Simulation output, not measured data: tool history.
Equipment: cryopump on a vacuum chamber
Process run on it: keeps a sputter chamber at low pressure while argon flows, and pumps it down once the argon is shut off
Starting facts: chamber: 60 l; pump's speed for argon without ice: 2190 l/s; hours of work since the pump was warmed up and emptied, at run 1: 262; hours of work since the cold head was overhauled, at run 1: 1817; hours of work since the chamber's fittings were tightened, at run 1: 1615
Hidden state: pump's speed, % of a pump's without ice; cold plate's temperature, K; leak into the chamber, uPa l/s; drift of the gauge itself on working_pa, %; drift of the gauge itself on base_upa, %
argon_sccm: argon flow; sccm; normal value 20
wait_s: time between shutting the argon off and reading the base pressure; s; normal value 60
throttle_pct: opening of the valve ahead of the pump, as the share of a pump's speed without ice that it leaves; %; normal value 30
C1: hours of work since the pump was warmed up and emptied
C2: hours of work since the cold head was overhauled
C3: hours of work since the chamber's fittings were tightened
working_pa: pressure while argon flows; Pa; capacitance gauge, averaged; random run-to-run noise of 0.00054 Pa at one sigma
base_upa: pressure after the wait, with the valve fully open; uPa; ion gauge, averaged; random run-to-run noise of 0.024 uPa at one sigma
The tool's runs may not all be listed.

run 1 hour=0 | argon_sccm=20 wait_s=60 throttle_pct=30 | C1=262 C2=1817 C3=1615 | working_pa=0.0536 base_upa=1.41
-- hour=56.3 pump warmed up, emptied and cooled again
run 2 hour=83.1 | argon_sccm=20 wait_s=60 throttle_pct=30 | C1=22 C2=1880 C3=1678 | working_pa=0.0511 base_upa=1.32
run 3 hour=199 | argon_sccm=20 wait_s=60 throttle_pct=30 | C1=115 C2=1973 C3=1771 | working_pa=0.0535 base_upa=1.31
run 4 hour=302.9 | argon_sccm=20 wait_s=60 throttle_pct=30 | C1=198 C2=2057 C3=1855 | working_pa=0.0538 base_upa=1.44
run 5 hour=388.8 | argon_sccm=20 wait_s=60 throttle_pct=30 | C1=267 C2=2126 C3=1924 | working_pa=0.0546 base_upa=1.38
-- hour=440.1 pump warmed up, emptied and cooled again
run 6 hour=468.2 | argon_sccm=20 wait_s=41 throttle_pct=30 | C1=23 C2=2185 C3=1984 | working_pa=0.0527 base_upa=1.73
run 7 hour=530.7 | argon_sccm=20 wait_s=41 throttle_pct=30 | C1=73 C2=2236 C3=2034 | working_pa=0.0524 base_upa=1.69
run 8 hour=594.9 | argon_sccm=20 wait_s=41 throttle_pct=30 | C1=124 C2=2287 C3=2086 | working_pa=0.0529 base_upa=1.74
run 9 hour=703.1 | argon_sccm=20 wait_s=250 throttle_pct=30 | C1=211 C2=2374 C3=2173 | working_pa=0.0548 base_upa=0.9
run 10 hour=752.3 | argon_sccm=20 wait_s=60 throttle_pct=30 | C1=251 C2=2414 C3=2212 | working_pa=0.0532 base_upa=1.52
-- hour=822.1 pump warmed up, emptied and cooled again
run 11 hour=851.6 | argon_sccm=20 wait_s=48 throttle_pct=30 | C1=24 C2=2490 C3=2288 | working_pa=0.0512 base_upa=1.59
run 12 hour=926.2 | argon_sccm=20 wait_s=48 throttle_pct=30 | C1=84 C2=2550 C3=2348 | working_pa=0.0525 base_upa=1.61
run 13 hour=1022.6 | argon_sccm=20 wait_s=48 throttle_pct=30 | C1=161 C2=2627 C3=2426 | working_pa=0.0538 base_upa=1.72
run 14 hour=1135.6 | argon_sccm=20 wait_s=60 throttle_pct=30 | C1=252 C2=2718 C3=2516 | working_pa=0.0552 base_upa=1.56
-- hour=1201.6 pump warmed up, emptied and cooled again
run 15 hour=1232.1 | argon_sccm=20 wait_s=60 throttle_pct=30 | C1=24 C2=2792 C3=2590 | working_pa=0.0524 base_upa=1.54
run 16 hour=1283.6 | argon_sccm=20 wait_s=60 throttle_pct=32 | C1=66 C2=2833 C3=2631 | working_pa=0.0497 base_upa=1.53
run 17 hour=1333.2 | argon_sccm=20 wait_s=60 throttle_pct=32 | C1=106 C2=2873 C3=2671 | working_pa=0.0506 base_upa=1.58
run 18 hour=1421.6 | argon_sccm=20 wait_s=155 throttle_pct=54 | C1=177 C2=2944 C3=2742 | working_pa=0.0311 base_upa=1.12
run 19 hour=1493.1 | argon_sccm=20 wait_s=155 throttle_pct=54 | C1=234 C2=3001 C3=2800 | working_pa=0.0325 base_upa=1.13
run 20 hour=1558.7 | argon_sccm=9 wait_s=149 throttle_pct=54 | C1=287 C2=3054 C3=2853 | working_pa=0.0148 base_upa=1.19
-- hour=1580.8 pump warmed up, emptied and cooled again
run 21 hour=1681.1 | argon_sccm=8 wait_s=134 throttle_pct=53 | C1=81 C2=3149 C3=2947 | working_pa=0.012 base_upa=1.16
run 22 hour=1798.7 | argon_sccm=8 wait_s=134 throttle_pct=53 | C1=175 C2=3243 C3=3042 | working_pa=0.013 base_upa=1.25
run 23 hour=1886.4 | argon_sccm=8 wait_s=134 throttle_pct=53 | C1=246 C2=3314 C3=3112 | working_pa=0.012 base_upa=1.33
-- hour=1965.9 pump warmed up, emptied and cooled again
run 24 hour=1984.4 | argon_sccm=15 wait_s=100 throttle_pct=41 | C1=15 C2=3388 C3=3187 | working_pa=0.0294 base_upa=1.27
run 25 hour=2064.6 | argon_sccm=15 wait_s=100 throttle_pct=41 | C1=79 C2=3453 C3=3251 | working_pa=0.0293 base_upa=1.32
run 26 hour=2131.7 | argon_sccm=15 wait_s=100 throttle_pct=41 | C1=133 C2=3507 C3=3305 | working_pa=0.0301 base_upa=1.34
run 27 hour=2184.4 | argon_sccm=17 wait_s=23 throttle_pct=22 | C1=176 C2=3549 C3=3348 | working_pa=0.0607 base_upa=3.03
run 28 hour=2262.7 | argon_sccm=17 wait_s=23 throttle_pct=22 | C1=239 C2=3612 C3=3410 | working_pa=0.0624 base_upa=2.96

Alternative continuations, all from the tool just after run 28; predict every row:
run A hour=2332 | argon_sccm=10 wait_s=23 throttle_pct=22 | C1=294 C2=3668 C3=3466 | working_pa=? base_upa=?
run B hour=2332 | argon_sccm=17 wait_s=21 throttle_pct=22 | C1=294 C2=3668 C3=3466 | working_pa=? base_upa=?
run C hour=2332 | argon_sccm=17 wait_s=208 throttle_pct=34 | C1=294 C2=3668 C3=3466 | working_pa=? base_upa=?

run=A working_pa=0.0378 base_upa=3.12
run=B working_pa=0.0631 base_upa=3.24
run=C working_pa=0.0422 base_upa=1.23
Had the tool no hidden state, the same runs would have come out as:
run=A working_pa=0.036 base_upa=2.19
run=B working_pa=0.06 base_upa=2.34
run=C working_pa=0.0392 base_upa=0.35

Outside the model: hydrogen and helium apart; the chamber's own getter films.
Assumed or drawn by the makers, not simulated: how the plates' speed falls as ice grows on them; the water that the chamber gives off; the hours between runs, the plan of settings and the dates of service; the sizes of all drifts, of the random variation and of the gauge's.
